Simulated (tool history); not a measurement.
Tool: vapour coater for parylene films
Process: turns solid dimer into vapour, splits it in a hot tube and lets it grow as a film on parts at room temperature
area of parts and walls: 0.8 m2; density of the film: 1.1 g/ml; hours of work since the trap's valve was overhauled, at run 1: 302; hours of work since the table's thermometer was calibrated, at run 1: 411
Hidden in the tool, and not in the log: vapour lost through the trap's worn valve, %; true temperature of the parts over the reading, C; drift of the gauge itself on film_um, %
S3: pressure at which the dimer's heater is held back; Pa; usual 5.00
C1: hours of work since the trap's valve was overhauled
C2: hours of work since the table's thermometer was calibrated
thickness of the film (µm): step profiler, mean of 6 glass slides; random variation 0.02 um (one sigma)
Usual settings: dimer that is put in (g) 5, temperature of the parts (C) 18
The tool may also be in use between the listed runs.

run 1 hour=0.0 | dimer_that_is_put_in_(g)=5 temperature_of_the_parts_(C)=18 S3=5.00 | C1=302 C2=411 | thickness_of_the_film_(µm)=4.18
run 2 hour=13.8 | dimer_that_is_put_in_(g)=5 temperature_of_the_parts_(C)=18 S3=5.00 | C1=312 C2=420 | thickness_of_the_film_(µm)=4.16
run 3 hour=28.5 | dimer_that_is_put_in_(g)=5 temperature_of_the_parts_(C)=18 S3=5.00 | C1=322 C2=431 | thickness_of_the_film_(µm)=4.17
run 4 hour=40.6 | dimer_that_is_put_in_(g)=5 temperature_of_the_parts_(C)=18 S3=10.18 | C1=331 C2=439 | thickness_of_the_film_(µm)=3.67
run 5 hour=53.7 | dimer_that_is_put_in_(g)=7 temperature_of_the_parts_(C)=18 S3=10.18 | C1=340 C2=449 | thickness_of_the_film_(µm)=5.09
run 6 hour=71.3 | dimer_that_is_put_in_(g)=7 temperature_of_the_parts_(C)=18 S3=10.18 | C1=353 C2=461 | thickness_of_the_film_(µm)=5.14
run 7 hour=82.3 | dimer_that_is_put_in_(g)=7 temperature_of_the_parts_(C)=18 S3=10.18 | C1=360 C2=469 | thickness_of_the_film_(µm)=5.13
run 8 hour=95.9 | dimer_that_is_put_in_(g)=7 temperature_of_the_parts_(C)=18 S3=10.18 | C1=370 C2=479 | thickness_of_the_film_(µm)=5.12
run 9 hour=113.3 | dimer_that_is_put_in_(g)=5 temperature_of_the_parts_(C)=22 S3=4.16 | C1=382 C2=491 | thickness_of_the_film_(µm)=3.69
run 10 hour=127.3 | dimer_that_is_put_in_(g)=5 temperature_of_the_parts_(C)=26 S3=5.00 | C1=392 C2=501 | thickness_of_the_film_(µm)=3.09
-- hour=135.8 trap's valve overhauled
run 11 hour=148.2 | dimer_that_is_put_in_(g)=7 temperature_of_the_parts_(C)=26 S3=5.00 | C1=9 C2=513 | thickness_of_the_film_(µm)=4.65
run 12 hour=158.0 | dimer_that_is_put_in_(g)=2 temperature_of_the_parts_(C)=23 S3=5.01 | C1=16 C2=520 | thickness_of_the_film_(µm)=1.47

Forecast each of these 3 alternatives for the next run:
run A hour=178.5 | dimer_that_is_put_in_(g)=3 temperature_of_the_parts_(C)=19 S3=3.06 | C1=30 C2=535 | thickness_of_the_film_(µm)=?
run B hour=178.5 | dimer_that_is_put_in_(g)=3 temperature_of_the_parts_(C)=10 S3=6.41 | C1=30 C2=535 | thickness_of_the_film_(µm)=?
run C hour=178.5 | dimer_that_is_put_in_(g)=2 temperature_of_the_parts_(C)=16 S3=3.00 | C1=30 C2=535 | thickness_of_the_film_(µm)=?

run=A thickness_of_the_film_(µm)=2.81
run=B thickness_of_the_film_(µm)=3.31
run=C thickness_of_the_film_(µm)=2.08
Without the tool's hidden state the same runs would have given:
run=A thickness_of_the_film_(µm)=2.79
run=B thickness_of_the_film_(µm)=3.33
run=C thickness_of_the_film_(µm)=2.07
